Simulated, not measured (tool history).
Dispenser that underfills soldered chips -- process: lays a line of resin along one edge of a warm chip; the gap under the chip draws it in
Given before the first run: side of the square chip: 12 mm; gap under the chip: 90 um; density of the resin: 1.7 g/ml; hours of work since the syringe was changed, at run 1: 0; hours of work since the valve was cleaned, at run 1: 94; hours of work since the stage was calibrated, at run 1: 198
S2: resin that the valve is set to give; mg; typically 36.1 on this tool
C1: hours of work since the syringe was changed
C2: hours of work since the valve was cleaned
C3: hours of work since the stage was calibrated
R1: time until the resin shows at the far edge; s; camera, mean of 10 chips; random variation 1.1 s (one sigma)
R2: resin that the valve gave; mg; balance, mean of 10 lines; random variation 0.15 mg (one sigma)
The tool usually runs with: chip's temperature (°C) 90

Run 1, hour 0.0: usual settings; C1 0; C2 94; C3 198. Result: R1 97.9 s, R2 34.74 mg.
Run 2, hour 6.4: usual settings but S2 38.8 mg; C1 4; C2 98; C3 202. Result: R1 116.1 s, R2 36.89 mg.
At hour 14.7: new syringe of resin.
Run 3, hour 18.9: usual settings but S2 43.2 mg; C1 3; C2 105; C3 210. Result: R1 113.4 s, R2 40.99 mg.
At hour 29.8: new syringe of resin.
Run 4, hour 30.5: usual settings but S2 43.2 mg; C1 0; C2 112; C3 217. Result: R1 101.5 s, R2 40.73 mg.
Run 5, hour 43.6: usual settings; C1 9; C2 120; C3 225. Result: R1 143.7 s, R2 33.91 mg.
At hour 44.9: new syringe of resin.
At hour 46.8: dispensing valve cleaned and set on the balance.
Run 6, hour 52.1: usual settings; C1 4; C2 3; C3 229. Result: R1 119.9 s, R2 36.03 mg.
At hour 61.2: new syringe of resin.
Run 7, hour 66.8: usual settings but S2 38.9 mg; C1 3; C2 12; C3 238. Result: R1 114.8 s, R2 38.68 mg.
At hour 76.4: new syringe of resin.
Run 8, hour 79.6: usual settings; C1 2; C2 20; C3 246. Result: R1 106.7 s, R2 35.72 mg.
At hour 90.8: new syringe of resin.
Run 9, hour 94.7: usual settings; C1 2; C2 29; C3 255. Result: R1 108.1 s, R2 35.70 mg.
At hour 105.1: new syringe of resin.
Run 10, hour 106.0: usual settings but chip's temperature (°C) 96; C1 1; C2 36; C3 262. Result: R1 81.7 s, R2 35.71 mg.
Run 11, hour 116.5: usual settings but chip's temperature (°C) 105, S2 32.1 mg; C1 7; C2 42; C3 268. Result: R1 82.8 s, R2 31.40 mg.
At hour 119.6: new syringe of resin.
Run 12, hour 131.8: usual settings but chip's temperature (°C) 105, S2 32.1 mg; C1 8; C2 51; C3 277. Result: R1 87.8 s, R2 31.31 mg.
At hour 134.2: new syringe of resin.
Run 13, hour 139.0: usual settings but chip's temperature (°C) 105, S2 32.1 mg; C1 3; C2 55; C3 281. Result: R1 71.3 s, R2 31.17 mg.
At hour 148.9: new syringe of resin.
Run 14, hour 153.3: usual settings but chip's temperature (°C) 97, S2 33.5 mg; C1 3; C2 64; C3 290. Result: R1 90.2 s, R2 32.58 mg.
Run 15, hour 160.4: usual settings but chip's temperature (°C) 96, S2 39.9 mg; C1 7; C2 68; C3 294. Result: R1 107.9 s, R2 38.73 mg.
At hour 163.2: new syringe of resin.
Run 16, hour 174.9: usual settings but chip's temperature (°C) 78, S2 42.7 mg; C1 7; C2 77; C3 303. Result: R1 199.2 s, R2 41.01 mg.
At hour 178.4: new syringe of resin.
Run 17, hour 182.4: usual settings but chip's temperature (°C) 92, S2 31.2 mg; C1 2; C2 81; C3 307. Result: R1 106.4 s, R2 29.95 mg.
At hour 193.2: new syringe of resin.
Run 18, hour 195.5: usual settings but chip's temperature (°C) 92, S2 31.2 mg; C1 1; C2 89; C3 315. Result: R1 103.3 s, R2 29.84 mg.
At hour 207.9: new syringe of resin.
Run 19, hour 207.9: usual settings but chip's temperature (°C) 75, S2 38.6 mg; C1 0; C2 97; C3 323. Result: R1 166.9 s, R2 36.79 mg.

Below are 3 alternative next runs, each starting from the tool's condition after run 19. Predict each:
Run A, hour 216.6: usual settings but chip's temperature (°C) 95, S2 39.8 mg; C1 5; C2 102; C3 328. Result: R1 ?, R2 ?.
Run B, hour 216.6: usual settings but chip's temperature (°C) 75, S2 38.8 mg; C1 5; C2 102; C3 328. Result: R1 ?, R2 ?.
Run C, hour 216.6: usual settings but chip's temperature (°C) 105, S2 36.7 mg; C1 5; C2 102; C3 328. Result: R1 ?, R2 ?.

run     R1     R2
  A  103.1  37.90
  B  209.6  36.96
  C   78.6  35.19
Had the tool no hidden state, the same runs would have come out as:
run     R1     R2
  A   84.7  39.87
  B  173.1  38.87
  C   64.5  37.01
